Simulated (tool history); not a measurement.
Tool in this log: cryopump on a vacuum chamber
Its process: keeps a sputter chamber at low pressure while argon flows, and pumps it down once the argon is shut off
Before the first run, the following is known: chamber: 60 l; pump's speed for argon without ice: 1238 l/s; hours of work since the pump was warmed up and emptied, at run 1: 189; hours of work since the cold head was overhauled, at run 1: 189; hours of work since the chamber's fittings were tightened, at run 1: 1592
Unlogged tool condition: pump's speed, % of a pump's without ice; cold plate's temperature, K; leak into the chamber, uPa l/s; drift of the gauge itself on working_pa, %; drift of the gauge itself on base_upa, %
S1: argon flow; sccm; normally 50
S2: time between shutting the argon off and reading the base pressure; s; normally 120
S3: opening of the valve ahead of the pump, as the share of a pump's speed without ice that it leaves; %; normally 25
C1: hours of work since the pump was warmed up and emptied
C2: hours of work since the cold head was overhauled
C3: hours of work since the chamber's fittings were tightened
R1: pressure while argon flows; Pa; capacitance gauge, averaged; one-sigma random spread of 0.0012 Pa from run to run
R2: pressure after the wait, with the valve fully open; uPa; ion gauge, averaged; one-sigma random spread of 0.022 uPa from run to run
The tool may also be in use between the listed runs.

Run 1, hour 0.0: usual settings; C1 189; C2 189; C3 1592. Result: R1 0.2776 Pa, R2 2.54 uPa.
Run 2, hour 92.6: usual settings; C1 227; C2 227; C3 1629. Result: R1 0.2778 Pa, R2 2.61 uPa.
Run 3, hour 194.8: usual settings; C1 268; C2 268; C3 1671. Result: R1 0.2794 Pa, R2 2.74 uPa.
Run 4, hour 307.3: usual settings but S2 197 s; C1 314; C2 314; C3 1716. Result: R1 0.2806 Pa, R2 2.72 uPa.
Run 5, hour 408.2: usual settings but S2 197 s; C1 355; C2 355; C3 1757. Result: R1 0.2828 Pa, R2 2.77 uPa.
Run 6, hour 485.2: usual settings but S2 197 s; C1 386; C2 386; C3 1789. Result: R1 0.2849 Pa, R2 2.82 uPa.
Run 7, hour 576.6: usual settings but S2 197 s; C1 423; C2 423; C3 1826. Result: R1 0.2857 Pa, R2 2.95 uPa.
Run 8, hour 663.1: usual settings but S2 197 s; C1 458; C2 458; C3 1861. Result: R1 0.2867 Pa, R2 3.13 uPa.
Run 9, hour 758.9: usual settings but S3 55 %; C1 497; C2 497; C3 1899. Result: R1 0.1381 Pa, R2 3.23 uPa.
Run 10, hour 840.4: usual settings but S3 55 %; C1 530; C2 530; C3 1932. Result: R1 0.1407 Pa, R2 3.32 uPa.
Run 11, hour 969.8: usual settings but S3 55 %; C1 582; C2 582; C3 1985. Result: R1 0.1426 Pa, R2 3.49 uPa.
Run 12, hour 1063.9: usual settings but S3 55 %; C1 620; C2 620; C3 2023. Result: R1 0.1439 Pa, R2 3.63 uPa.
Run 13, hour 1153.4: usual settings but S3 55 %; C1 657; C2 657; C3 2059. Result: R1 0.1443 Pa, R2 3.68 uPa.
Run 14, hour 1208.7: usual settings but S3 55 %; C1 679; C2 679; C3 2082. Result: R1 0.1452 Pa, R2 3.80 uPa.
Run 15, hour 1321.7: usual settings but S3 55 %; C1 725; C2 725; C3 2127. Result: R1 0.1482 Pa, R2 3.92 uPa.
Run 16, hour 1446.3: usual settings but S3 55 %; C1 775; C2 775; C3 2178. Result: R1 0.1483 Pa, R2 3.98 uPa.
Run 17, hour 1565.0: usual settings but S3 55 %; C1 823; C2 823; C3 2226. Result: R1 0.1520 Pa, R2 4.38 uPa.
Run 18, hour 1623.5: usual settings but S1 81 sccm, S2 66 s; C1 847; C2 847; C3 2250. Result: R1 0.4899 Pa, R2 4.59 uPa.
Run 19, hour 1727.6: usual settings but S1 81 sccm, S2 66 s; C1 889; C2 889; C3 2292. Result: R1 0.4916 Pa, R2 4.65 uPa.
Run 20, hour 1806.3: usual settings but S2 299 s, S3 26 %; C1 921; C2 921; C3 2324. Result: R1 0.2936 Pa, R2 4.40 uPa.
At hour 1910.8: pump warmed up, emptied and cooled again.
Run 21, hour 1910.8: usual settings but S1 26 sccm, S2 38 s, S3 31 %; C1 0; C2 962; C3 2364. Result: R1 0.1149 Pa, R2 3.94 uPa.
Run 22, hour 2018.8: usual settings but S1 53 sccm, S2 100 s, S3 57 %; C1 44; C2 1005; C3 2408. Result: R1 0.1292 Pa, R2 3.46 uPa.
Run 23, hour 2135.5: usual settings but S1 53 sccm, S2 100 s, S3 57 %; C1 91; C2 1053; C3 2455. Result: R1 0.1302 Pa, R2 3.59 uPa.
Run 24, hour 2213.4: usual settings but S1 53 sccm, S2 100 s, S3 57 %; C1 123; C2 1084; C3 2487. Result: R1 0.1311 Pa, R2 3.56 uPa.
Run 25, hour 2322.0: usual settings but S1 32 sccm, S2 28 s, S3 15 %; C1 167; C2 1128; C3 2531. Result: R1 0.2937 Pa, R2 4.66 uPa.
Run 26, hour 2390.7: usual settings but S1 25 sccm, S2 72 s, S3 22 %; C1 194; C2 1156; C3 2558. Result: R1 0.1597 Pa, R2 3.92 uPa.
Run 27, hour 2449.2: usual settings but S1 78 sccm, S2 40 s, S3 15 %; C1 218; C2 1180; C3 2582. Result: R1 0.7172 Pa, R2 4.32 uPa.
Run 28, hour 2534.9: usual settings but S1 81 sccm, S2 43 s, S3 39 %; C1 253; C2 1214; C3 2617. Result: R1 0.2977 Pa, R2 4.46 uPa.
Run 29, hour 2608.4: usual settings but S1 81 sccm, S2 43 s, S3 39 %; C1 283; C2 1244; C3 2647. Result: R1 0.2992 Pa, R2 4.63 uPa.
Run 30, hour 2682.4: usual settings but S1 81 sccm, S2 43 s, S3 39 %; C1 313; C2 1274; C3 2677. Result: R1 0.2989 Pa, R2 4.56 uPa.
Run 31, hour 2810.5: usual settings but S1 77 sccm, S2 62 s; C1 364; C2 1326; C3 2729. Result: R1 0.4402 Pa, R2 4.42 uPa.
Run 32, hour 2864.6: usual settings but S1 42 sccm, S2 70 s, S3 47 %; C1 386; C2 1348; C3 2750. Result: R1 0.1315 Pa, R2 4.36 uPa.
Run 33, hour 2945.0: usual settings but S1 42 sccm, S2 70 s, S3 47 %; C1 419; C2 1381; C3 2783. Result: R1 0.1311 Pa, R2 4.52 uPa.

Consider 5 possible next runs. They are alternatives, not a sequence: every one starts from the tool as it was left by run 33. What does each give?
Run A, hour 3012.3: usual settings; C1 446; C2 1408; C3 2810. Result: R1 ?, R2 ?.
Run B, hour 3012.3: usual settings but S1 20 sccm, S2 70 s, S3 47 %; C1 446; C2 1408; C3 2810. Result: R1 ?, R2 ?.
Run C, hour 3012.3: usual settings but S2 25 s; C1 446; C2 1408; C3 2810. Result: R1 ?, R2 ?.
Run D, hour 3012.3: usual settings but S1 51 sccm, S2 56 s; C1 446; C2 1408; C3 2810. Result: R1 ?, R2 ?.
Run E, hour 3012.3: usual settings but S1 29 sccm, S2 70 s, S3 47 %; C1 446; C2 1408; C3 2810. Result: R1 ?, R2 ?.

run      R1    R2
  A  0.2866  4.48
  B  0.0631  4.62
  C  0.2852  5.58
  D  0.2938  4.81
  E  0.0915  4.67
Stripped of hidden state, with their random variation kept, the same runs would have yielded:
run      R1    R2
  A  0.2732  0.56
  B  0.0577  0.76
  C  0.2718  1.69
  D  0.2801  0.88
  E  0.0837  0.77
